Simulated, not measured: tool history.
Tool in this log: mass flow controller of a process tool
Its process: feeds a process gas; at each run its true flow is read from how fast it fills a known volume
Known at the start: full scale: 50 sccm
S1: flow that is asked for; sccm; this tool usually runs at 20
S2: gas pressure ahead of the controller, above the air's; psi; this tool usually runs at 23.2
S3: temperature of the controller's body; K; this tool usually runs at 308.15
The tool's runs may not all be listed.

run 1 hour=0.0 | S1=20 S2=23.2 S3=308.15 | true_flow_(%)=100.15
run 2 hour=67.0 | S1=20 S2=23.2 S3=308.15 | true_flow_(%)=100.25
run 3 hour=137.5 | S1=20 S2=23.2 S3=308.15 | true_flow_(%)=100.29
run 4 hour=194.1 | S1=20 S2=23.2 S3=308.15 | true_flow_(%)=100.16
run 5 hour=259.6 | S1=20 S2=23.2 S3=308.15 | true_flow_(%)=100.43
run 6 hour=312.1 | S1=20 S2=23.2 S3=308.15 | true_flow_(%)=100.49
run 7 hour=388.8 | S1=20 S2=23.2 S3=308.15 | true_flow_(%)=100.64
run 8 hour=446.7 | S1=20 S2=23.2 S3=308.15 | true_flow_(%)=100.60
run 9 hour=515.1 | S1=20 S2=23.2 S3=308.15 | true_flow_(%)=100.57
run 10 hour=563.0 | S1=20 S2=23.2 S3=308.15 | true_flow_(%)=100.76
run 11 hour=609.3 | S1=20 S2=23.2 S3=308.15 | true_flow_(%)=100.97
run 12 hour=670.4 | S1=20 S2=23.2 S3=308.15 | true_flow_(%)=100.88
run 13 hour=734.5 | S1=20 S2=30.2 S3=308.15 | true_flow_(%)=101.23
run 14 hour=791.3 | S1=20 S2=30.2 S3=308.15 | true_flow_(%)=101.36
run 15 hour=845.4 | S1=20 S2=30.2 S3=308.15 | true_flow_(%)=101.46
run 16 hour=912.2 | S1=20 S2=30.2 S3=308.15 | true_flow_(%)=101.52
run 17 hour=992.7 | S1=20 S2=30.2 S3=308.15 | true_flow_(%)=101.57
run 18 hour=1058.7 | S1=20 S2=30.2 S3=308.15 | true_flow_(%)=101.67
run 19 hour=1099.0 | S1=20 S2=30.2 S3=308.15 | true_flow_(%)=101.69
run 20 hour=1148.2 | S1=20 S2=30.2 S3=308.15 | true_flow_(%)=101.83
run 21 hour=1189.4 | S1=20 S2=30.2 S3=298.15 | true_flow_(%)=101.00
run 22 hour=1242.0 | S1=20 S2=30.2 S3=298.15 | true_flow_(%)=101.06
run 23 hour=1292.5 | S1=20 S2=30.2 S3=298.15 | true_flow_(%)=101.09
run 24 hour=1354.0 | S1=12 S2=30.2 S3=298.15 | true_flow_(%)=101.16
run 25 hour=1400.7 | S1=12 S2=30.2 S3=298.15 | true_flow_(%)=101.17
run 26 hour=1467.3 | S1=6 S2=24.2 S3=304.15 | true_flow_(%)=101.40
run 27 hour=1503.2 | S1=44 S2=25.7 S3=304.15 | true_flow_(%)=101.93
run 28 hour=1567.9 | S1=44 S2=25.7 S3=304.15 | true_flow_(%)=102.04
run 29 hour=1638.6 | S1=35 S2=33.6 S3=293.15 | true_flow_(%)=101.72
run 30 hour=1697.0 | S1=16 S2=33.6 S3=293.15 | true_flow_(%)=101.34
run 31 hour=1747.4 | S1=16 S2=21.8 S3=308.15 | true_flow_(%)=102.03
run 32 hour=1830.1 | S1=16 S2=21.8 S3=308.15 | true_flow_(%)=102.13
run 33 hour=1912.4 | S1=9 S2=38.6 S3=301.15 | true_flow_(%)=102.29
run 34 hour=1960.1 | S1=9 S2=38.6 S3=301.15 | true_flow_(%)=102.33
run 35 hour=2015.1 | S1=8 S2=23.2 S3=312.15 | true_flow_(%)=102.71
run 36 hour=2053.6 | S1=14 S2=23.6 S3=308.15 | true_flow_(%)=102.45
-- hour=2072.3 gauge calibrated
run 37 hour=2137.2 | S1=14 S2=23.6 S3=298.15 | true_flow_(%)=99.46
run 38 hour=2192.0 | S1=20 S2=37.4 S3=308.15 | true_flow_(%)=100.93
run 39 hour=2254.8 | S1=20 S2=29.4 S3=296.15 | true_flow_(%)=99.76
run 40 hour=2326.3 | S1=20 S2=29.4 S3=296.15 | true_flow_(%)=99.82
run 41 hour=2390.4 | S1=47 S2=29.4 S3=296.15 | true_flow_(%)=100.18
run 42 hour=2469.2 | S1=47 S2=29.4 S3=296.15 | true_flow_(%)=100.29
run 43 hour=2549.7 | S1=47 S2=29.4 S3=296.15 | true_flow_(%)=100.42
run 44 hour=2594.9 | S1=20 S2=34.4 S3=304.15 | true_flow_(%)=100.95
run 45 hour=2673.1 | S1=9 S2=23.2 S3=302.15 | true_flow_(%)=100.38
run 46 hour=2736.2 | S1=9 S2=23.2 S3=302.15 | true_flow_(%)=100.30
-- hour=2764.7 gauge calibrated
run 47 hour=2804.0 | S1=9 S2=23.2 S3=302.15 | true_flow_(%)=99.66
run 48 hour=2872.2 | S1=9 S2=23.2 S3=302.15 | true_flow_(%)=99.68

4 options for the next run, each taken on its own from the tool as it stands now. Forecast them:
run A hour=2937.3 | S1=9 S2=20.5 S3=302.15 | true_flow_(%)=?
run B hour=2937.3 | S1=17 S2=26.8 S3=303.15 | true_flow_(%)=?
run C hour=2937.3 | S1=15 S2=26.5 S3=295.15 | true_flow_(%)=?
run D hour=2937.3 | S1=9 S2=38.6 S3=303.15 | true_flow_(%)=?

run=A true_flow_(%)=99.76
run=B true_flow_(%)=100.02
run=C true_flow_(%)=99.49
run=D true_flow_(%)=100.56
Take away the tool's hidden state, keep each run's random variation, and the runs would have read:
run=A true_flow_(%)=99.55
run=B true_flow_(%)=99.82
run=C true_flow_(%)=99.28
run=D true_flow_(%)=100.35
